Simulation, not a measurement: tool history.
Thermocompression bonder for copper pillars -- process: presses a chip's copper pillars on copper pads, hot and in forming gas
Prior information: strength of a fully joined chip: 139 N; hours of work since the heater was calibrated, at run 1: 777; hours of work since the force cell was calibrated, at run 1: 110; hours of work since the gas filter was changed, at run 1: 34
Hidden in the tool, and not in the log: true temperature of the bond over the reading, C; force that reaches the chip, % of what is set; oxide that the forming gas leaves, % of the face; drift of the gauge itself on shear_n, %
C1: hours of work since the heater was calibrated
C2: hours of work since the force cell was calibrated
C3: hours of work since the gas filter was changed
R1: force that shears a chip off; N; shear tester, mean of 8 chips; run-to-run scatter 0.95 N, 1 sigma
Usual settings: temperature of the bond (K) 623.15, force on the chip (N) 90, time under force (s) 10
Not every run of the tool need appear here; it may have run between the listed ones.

run 1 hour=0 | temperature_of_the_bond_(K)=623.15 force_on_the_chip_(N)=90 time_under_force_(s)=10 | C1=777 C2=110 C3=34 | R1=83.3
run 2 hour=15.3 | temperature_of_the_bond_(K)=623.15 force_on_the_chip_(N)=90 time_under_force_(s)=10 | C1=784 C2=117 C3=41 | R1=81.6
run 3 hour=34.5 | temperature_of_the_bond_(K)=623.15 force_on_the_chip_(N)=72 time_under_force_(s)=10 | C1=793 C2=126 C3=50 | R1=73.6
run 4 hour=52.4 | temperature_of_the_bond_(K)=623.15 force_on_the_chip_(N)=72 time_under_force_(s)=20 | C1=802 C2=135 C3=59 | R1=91.2
run 5 hour=63.3 | temperature_of_the_bond_(K)=623.15 force_on_the_chip_(N)=72 time_under_force_(s)=20 | C1=807 C2=140 C3=64 | R1=87.3
run 6 hour=72.2 | temperature_of_the_bond_(K)=623.15 force_on_the_chip_(N)=90 time_under_force_(s)=7 | C1=811 C2=144 C3=68 | R1=72.4
run 7 hour=91.4 | temperature_of_the_bond_(K)=623.15 force_on_the_chip_(N)=90 time_under_force_(s)=7 | C1=820 C2=153 C3=77 | R1=72.6
run 8 hour=106.3 | temperature_of_the_bond_(K)=623.15 force_on_the_chip_(N)=90 time_under_force_(s)=7 | C1=827 C2=159 C3=83 | R1=70.8
run 9 hour=127.7 | temperature_of_the_bond_(K)=623.15 force_on_the_chip_(N)=90 time_under_force_(s)=7 | C1=836 C2=169 C3=93 | R1=71.1
run 10 hour=139.8 | temperature_of_the_bond_(K)=623.15 force_on_the_chip_(N)=90 time_under_force_(s)=7 | C1=842 C2=175 C3=99 | R1=71.7
run 11 hour=152.2 | temperature_of_the_bond_(K)=623.15 force_on_the_chip_(N)=90 time_under_force_(s)=7 | C1=848 C2=181 C3=105 | R1=71.8
run 12 hour=167 | temperature_of_the_bond_(K)=623.15 force_on_the_chip_(N)=90 time_under_force_(s)=7 | C1=855 C2=188 C3=111 | R1=70.5
run 13 hour=184.3 | temperature_of_the_bond_(K)=623.15 force_on_the_chip_(N)=90 time_under_force_(s)=10 | C1=863 C2=196 C3=120 | R1=78.7
-- hour=187.2 heater calibrated with a thermocouple chip
run 14 hour=202.3 | temperature_of_the_bond_(K)=623.15 force_on_the_chip_(N)=90 time_under_force_(s)=10 | C1=7 C2=203 C3=127 | R1=77.1
run 15 hour=214.9 | temperature_of_the_bond_(K)=623.15 force_on_the_chip_(N)=90 time_under_force_(s)=28 | C1=13 C2=209 C3=133 | R1=101.3
run 16 hour=225.1 | temperature_of_the_bond_(K)=623.15 force_on_the_chip_(N)=90 time_under_force_(s)=28 | C1=18 C2=214 C3=137 | R1=102.9
run 17 hour=235.1 | temperature_of_the_bond_(K)=623.15 force_on_the_chip_(N)=90 time_under_force_(s)=28 | C1=22 C2=218 C3=142 | R1=100.3
-- hour=244 forming gas filter changed
run 18 hour=247.8 | temperature_of_the_bond_(K)=623.15 force_on_the_chip_(N)=90 time_under_force_(s)=28 | C1=28 C2=224 C3=2 | R1=106.3
run 19 hour=261.9 | temperature_of_the_bond_(K)=623.15 force_on_the_chip_(N)=90 time_under_force_(s)=28 | C1=34 C2=230 C3=8 | R1=104.5
run 20 hour=271.2 | temperature_of_the_bond_(K)=623.15 force_on_the_chip_(N)=90 time_under_force_(s)=28 | C1=39 C2=235 C3=13 | R1=104.9
run 21 hour=285.8 | temperature_of_the_bond_(K)=618.15 force_on_the_chip_(N)=69 time_under_force_(s)=24 | C1=45 C2=241 C3=19 | R1=84.7
run 22 hour=294.7 | temperature_of_the_bond_(K)=618.15 force_on_the_chip_(N)=69 time_under_force_(s)=24 | C1=49 C2=245 C3=23 | R1=84.3
run 23 hour=308.4 | temperature_of_the_bond_(K)=638.15 force_on_the_chip_(N)=72 time_under_force_(s)=6 | C1=56 C2=252 C3=30 | R1=67.5
-- hour=317.6 heater calibrated with a thermocouple chip, once more
run 24 hour=321.6 | temperature_of_the_bond_(K)=639.15 force_on_the_chip_(N)=90 time_under_force_(s)=14 | C1=2 C2=257 C3=35 | R1=103.5
run 25 hour=342.1 | temperature_of_the_bond_(K)=639.15 force_on_the_chip_(N)=90 time_under_force_(s)=14 | C1=11 C2=266 C3=44 | R1=101.5
run 26 hour=360.3 | temperature_of_the_bond_(K)=623.15 force_on_the_chip_(N)=69 time_under_force_(s)=10 | C1=20 C2=275 C3=53 | R1=72.2
run 27 hour=377.7 | temperature_of_the_bond_(K)=623.15 force_on_the_chip_(N)=90 time_under_force_(s)=26 | C1=28 C2=283 C3=61 | R1=108.4
run 28 hour=395.6 | temperature_of_the_bond_(K)=623.15 force_on_the_chip_(N)=74 time_under_force_(s)=12 | C1=36 C2=291 C3=69 | R1=80.3
run 29 hour=408.9 | temperature_of_the_bond_(K)=601.15 force_on_the_chip_(N)=126 time_under_force_(s)=10 | C1=42 C2=297 C3=75 | R1=82.9
run 30 hour=419.4 | temperature_of_the_bond_(K)=651.15 force_on_the_chip_(N)=61 time_under_force_(s)=6 | C1=47 C2=302 C3=80 | R1=73.5
run 31 hour=437.6 | temperature_of_the_bond_(K)=651.15 force_on_the_chip_(N)=61 time_under_force_(s)=6 | C1=56 C2=311 C3=89 | R1=73.8
run 32 hour=450 | temperature_of_the_bond_(K)=623.15 force_on_the_chip_(N)=90 time_under_force_(s)=7 | C1=61 C2=316 C3=94 | R1=74.9
run 33 hour=462.7 | temperature_of_the_bond_(K)=638.15 force_on_the_chip_(N)=90 time_under_force_(s)=20 | C1=67 C2=322 C3=100 | R1=110.3
run 34 hour=481.2 | temperature_of_the_bond_(K)=629.15 force_on_the_chip_(N)=77 time_under_force_(s)=21 | C1=76 C2=331 C3=109 | R1=96.3
run 35 hour=495.2 | temperature_of_the_bond_(K)=629.15 force_on_the_chip_(N)=77 time_under_force_(s)=21 | C1=82 C2=337 C3=115 | R1=97.5
run 36 hour=510.1 | temperature_of_the_bond_(K)=636.15 force_on_the_chip_(N)=58 time_under_force_(s)=27 | C1=89 C2=344 C3=122 | R1=98.7
run 37 hour=526.7 | temperature_of_the_bond_(K)=636.15 force_on_the_chip_(N)=58 time_under_force_(s)=6 | C1=97 C2=352 C3=130 | R1=60.8
run 38 hour=546.9 | temperature_of_the_bond_(K)=636.15 force_on_the_chip_(N)=58 time_under_force_(s)=6 | C1=106 C2=361 C3=139 | R1=62.3
-- hour=561.8 forming gas filter changed
run 39 hour=561.8 | temperature_of_the_bond_(K)=635.15 force_on_the_chip_(N)=88 time_under_force_(s)=21 | C1=113 C2=368 C3=0 | R1=110.3
run 40 hour=580.4 | temperature_of_the_bond_(K)=635.15 force_on_the_chip_(N)=88 time_under_force_(s)=21 | C1=121 C2=376 C3=9 | R1=109.2

Alternative continuations, all from the tool just after run 40; predict every row:
run A hour=595.5 | temperature_of_the_bond_(K)=635.15 force_on_the_chip_(N)=88 time_under_force_(s)=12 | C1=128 C2=383 C3=16 | R1=?
run B hour=595.5 | temperature_of_the_bond_(K)=610.15 force_on_the_chip_(N)=85 time_under_force_(s)=21 | C1=128 C2=383 C3=16 | R1=?
run C hour=595.5 | temperature_of_the_bond_(K)=630.15 force_on_the_chip_(N)=90 time_under_force_(s)=20 | C1=128 C2=383 C3=16 | R1=?
run D hour=595.5 | temperature_of_the_bond_(K)=618.15 force_on_the_chip_(N)=56 time_under_force_(s)=21 | C1=128 C2=383 C3=16 | R1=?

run=A R1=97
run=B R1=91.1
run=C R1=109.3
run=D R1=82.3
Without the tool's hidden state the same runs would have given:
run=A R1=97.9
run=B R1=92.1
run=C R1=110.2
run=D R1=83.2
